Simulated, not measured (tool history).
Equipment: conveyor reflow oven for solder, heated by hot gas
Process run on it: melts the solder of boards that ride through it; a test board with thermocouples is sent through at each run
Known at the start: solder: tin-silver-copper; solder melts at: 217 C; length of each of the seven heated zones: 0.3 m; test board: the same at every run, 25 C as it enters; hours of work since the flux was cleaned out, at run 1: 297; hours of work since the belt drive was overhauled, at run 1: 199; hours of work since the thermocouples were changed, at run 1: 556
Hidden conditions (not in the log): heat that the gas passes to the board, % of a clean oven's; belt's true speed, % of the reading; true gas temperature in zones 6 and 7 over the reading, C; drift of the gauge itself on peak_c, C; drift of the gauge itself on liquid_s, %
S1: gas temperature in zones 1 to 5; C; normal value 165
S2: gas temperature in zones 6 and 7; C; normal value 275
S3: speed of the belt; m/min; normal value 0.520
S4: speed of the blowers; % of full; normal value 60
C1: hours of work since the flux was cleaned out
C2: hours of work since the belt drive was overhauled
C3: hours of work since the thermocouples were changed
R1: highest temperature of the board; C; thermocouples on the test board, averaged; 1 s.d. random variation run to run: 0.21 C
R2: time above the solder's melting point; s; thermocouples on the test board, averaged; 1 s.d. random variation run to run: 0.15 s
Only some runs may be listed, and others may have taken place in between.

| run | hour | S1 | S2 | S3 | S4 | C1 | C2 | C3 | R1 | R2 |
|---|---|---|---|---|---|---|---|---|---|---|
| 1 | 0.0 | 165 | 275 | 0.520 | 60 | 297 | 199 | 556 | 250.7 | 46.0 |
| 2 | 9.8 | 165 | 275 | 0.520 | 60 | 302 | 204 | 561 | 250.4 | 46.3 |
| 3 | 17.8 | 165 | 275 | 0.520 | 60 | 305 | 208 | 565 | 250.5 | 46.4 |
| 4 | 25.9 | 165 | 275 | 0.520 | 60 | 309 | 212 | 569 | 250.6 | 46.3 |
| 5 | 35.4 | 165 | 275 | 0.520 | 60 | 314 | 217 | 573 | 250.3 | 46.1 |
| 6 | 41.8 | 165 | 275 | 0.520 | 60 | 317 | 220 | 577 | 250.7 | 46.4 |
| 7 | 50.0 | 165 | 275 | 0.520 | 60 | 321 | 224 | 581 | 250.7 | 46.3 |
| 8 | 59.5 | 165 | 275 | 0.520 | 60 | 326 | 229 | 585 | 250.5 | 46.4 |
| 9 | 65.9 | 165 | 275 | 0.427 | 60 | 329 | 232 | 588 | 257.9 | 64.1 |
| 10 | 71.9 | 165 | 275 | 0.427 | 60 | 332 | 235 | 591 | 257.9 | 64.0 |
| 11 | 81.9 | 165 | 275 | 0.427 | 60 | 337 | 240 | 596 | 257.9 | 63.9 |
| 12 | 93.0 | 165 | 275 | 0.427 | 60 | 343 | 245 | 602 | 257.8 | 64.2 |
| 13 | 101.9 | 165 | 272 | 0.427 | 60 | 347 | 250 | 606 | 255.2 | 62.1 |
| 14 | 108.7 | 165 | 275 | 0.520 | 60 | 350 | 253 | 610 | 250.7 | 46.4 |
| 15 | 118.2 | 165 | 275 | 0.525 | 60 | 355 | 258 | 614 | 250.3 | 45.8 |
| 16 | 123.8 | 165 | 275 | 0.525 | 60 | 358 | 260 | 617 | 250.5 | 45.5 |
| 17 | 133.3 | 165 | 275 | 0.619 | 63 | 362 | 265 | 622 | 243.6 | 32.8 |
| 18 | 138.6 | 165 | 275 | 0.619 | 63 | 365 | 268 | 624 | 243.7 | 33.2 |
| 19 | 148.0 | 165 | 278 | 0.619 | 63 | 370 | 272 | 629 | 246.1 | 34.9 |
| 20 | 153.4 | 177 | 278 | 0.489 | 63 | 372 | 275 | 632 | 258.2 | 59.4 |
| 21 | 162.9 | 177 | 278 | 0.489 | 63 | 377 | 280 | 636 | 258.9 | 59.5 |
| 22 | 169.1 | 165 | 275 | 0.520 | 60 | 380 | 283 | 639 | 250.3 | 46.6 |
| 23 | 179.7 | 171 | 275 | 0.520 | 60 | 385 | 288 | 645 | 251.7 | 48.9 |
| 24 | 186.5 | 169 | 275 | 0.584 | 60 | 389 | 291 | 648 | 246.3 | 38.5 |
| 25 | 195.0 | 169 | 275 | 0.584 | 60 | 393 | 295 | 652 | 246.2 | 38.7 |
| 26 | 199.9 | 165 | 265 | 0.508 | 88 | 395 | 298 | 655 | 249.4 | 48.3 |
| 27 | 209.5 | 161 | 288 | 0.520 | 56 | 400 | 303 | 659 | 258.8 | 50.4 |
|  | 220.1 | flux residue cleaned out of gas plates and filters |
| 28 | 223.9 | 161 | 273 | 0.520 | 53 | 2 | 307 | 664 | 245.2 | 40.6 |
| 29 | 231.5 | 165 | 268 | 0.520 | 84 | 6 | 311 | 668 | 250.4 | 47.9 |
| 30 | 241.3 | 165 | 275 | 0.592 | 64 | 10 | 316 | 672 | 246.4 | 37.0 |

Predict each of these 5 candidate next runs independently; none follows another, all start after run 30:
| A | 247.7 | 165 | 275 | 0.520 | 63 | 14 | 319 | 676 | ? | ? |
| B | 247.7 | 169 | 281 | 0.521 | 64 | 14 | 319 | 676 | ? | ? |
| C | 247.7 | 154 | 275 | 0.504 | 64 | 14 | 319 | 676 | ? | ? |
| D | 247.7 | 165 | 272 | 0.520 | 82 | 14 | 319 | 676 | ? | ? |
| E | 247.7 | 176 | 275 | 0.502 | 64 | 14 | 319 | 676 | ? | ? |

| run | R1 | R2 |
|---|---|---|
| A | 251.3 | 47.0 |
| B | 257.5 | 52.3 |
| C | 251.1 | 45.7 |
| D | 254.0 | 49.5 |
| E | 255.4 | 55.6 |
The same runs, with their run-to-run variation unchanged, on a tool lacking any hidden condition would have given:
| run | R1 | R2 |
|---|---|---|
| A | 251.4 | 47.1 |
| B | 257.5 | 52.3 |
| C | 251.1 | 45.7 |
| D | 254.1 | 49.5 |
| E | 255.5 | 55.6 |
